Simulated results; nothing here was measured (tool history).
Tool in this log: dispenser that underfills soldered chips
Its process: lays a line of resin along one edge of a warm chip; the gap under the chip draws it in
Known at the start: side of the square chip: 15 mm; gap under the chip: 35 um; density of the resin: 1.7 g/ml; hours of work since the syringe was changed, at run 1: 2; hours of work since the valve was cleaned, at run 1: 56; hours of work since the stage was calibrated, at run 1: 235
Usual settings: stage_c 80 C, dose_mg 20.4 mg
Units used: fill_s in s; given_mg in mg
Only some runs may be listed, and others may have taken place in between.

| run | hour | stage_c | dose_mg | hours of work since the syringe was changed | hours of work since the valve was cleaned | hours of work since the stage was calibrated | fill_s | given_mg |
|---|---|---|---|---|---|---|---|---|
| 1 | 0 | 80 | 20.4 | 2 | 56 | 235 | 438.4 | 19.16 |
|  | 8.3 | new syringe of resin |
| 2 | 13 | 80 | 20.4 | 3 | 65 | 244 | 478.3 | 19.27 |
| 3 | 18.4 | 80 | 20.4 | 7 | 68 | 247 | 535.6 | 19 |
|  | 19.6 | new syringe of resin |
| 4 | 26.1 | 80 | 20.4 | 5 | 74 | 252 | 487.7 | 18.94 |
|  | 31 | new syringe of resin |
| 5 | 36.3 | 80 | 20.4 | 4 | 80 | 259 | 467.2 | 18.72 |
|  | 38.1 | dispensing valve cleaned and set on the balance |
|  | 43.2 | new syringe of resin |
| 6 | 44.5 | 82 | 20.4 | 1 | 4 | 264 | 403.3 | 20.2 |
|  | 55 | new syringe of resin |
| 7 | 57.1 | 82 | 20.4 | 1 | 13 | 273 | 414.4 | 20.2 |
| 8 | 62.6 | 82 | 20.4 | 5 | 17 | 276 | 471.4 | 20.23 |
|  | 66.5 | new syringe of resin |
| 9 | 69 | 82 | 20.4 | 2 | 21 | 281 | 422 | 19.99 |
|  | 77.6 | new syringe of resin |
| 10 | 80.8 | 79 | 19.3 | 2 | 29 | 289 | 477.4 | 18.87 |
| 11 | 87.8 | 89 | 24.6 | 7 | 34 | 293 | 405 | 23.83 |
|  | 88.7 | new syringe of resin |
|  | 99.9 | new syringe of resin |
| 12 | 100.5 | 89 | 24.6 | 0 | 42 | 302 | 303.8 | 23.26 |
| 13 | 110.5 | 89 | 24.6 | 7 | 49 | 309 | 394.9 | 23.22 |
|  | 111.8 | new syringe of resin |
|  | 123.2 | new syringe of resin |
| 14 | 124.1 | 89 | 24.6 | 1 | 58 | 318 | 304.6 | 23.05 |
|  | 134.4 | new syringe of resin |
| 15 | 135.6 | 80 | 18.7 | 1 | 66 | 326 | 451.6 | 17.46 |
| 16 | 144.1 | 65 | 21 | 7 | 72 | 331 | 936 | 19.44 |
|  | 146.2 | new syringe of resin |
| 17 | 154.7 | 79 | 24 | 6 | 79 | 339 | 518.5 | 22.13 |

Alternative continuations, all from the tool just after run 17; predict every row:
|  | 157.9 | new syringe of resin |
|  | 158.9 | dispensing valve cleaned and set on the balance |
| A | 168 | 73 | 25.4 | 6 | 6 | 347 | ? | ? |
|  | 157.9 | new syringe of resin |
|  | 158.9 | dispensing valve cleaned and set on the balance |
| B | 168 | 80 | 24.4 | 6 | 6 | 347 | ? | ? |
|  | 157.9 | new syringe of resin |
|  | 158.9 | dispensing valve cleaned and set on the balance |
| C | 168 | 86 | 24 | 6 | 6 | 347 | ? | ? |
|  | 157.9 | new syringe of resin |
|  | 158.9 | dispensing valve cleaned and set on the balance |
| D | 168 | 68 | 24 | 6 | 6 | 347 | ? | ? |

| run | fill_s | given_mg |
|---|---|---|
| A | 661.2 | 25.53 |
| B | 521.7 | 24.28 |
| C | 418.3 | 23.82 |
| D | 790 | 24.01 |
Had the tool no hidden state, the same runs would have come out as:
| run | fill_s | given_mg |
|---|---|---|
| A | 497.6 | 25.7 |
| B | 393.1 | 24.44 |
| C | 315.6 | 23.98 |
| D | 593.6 | 24.16 |

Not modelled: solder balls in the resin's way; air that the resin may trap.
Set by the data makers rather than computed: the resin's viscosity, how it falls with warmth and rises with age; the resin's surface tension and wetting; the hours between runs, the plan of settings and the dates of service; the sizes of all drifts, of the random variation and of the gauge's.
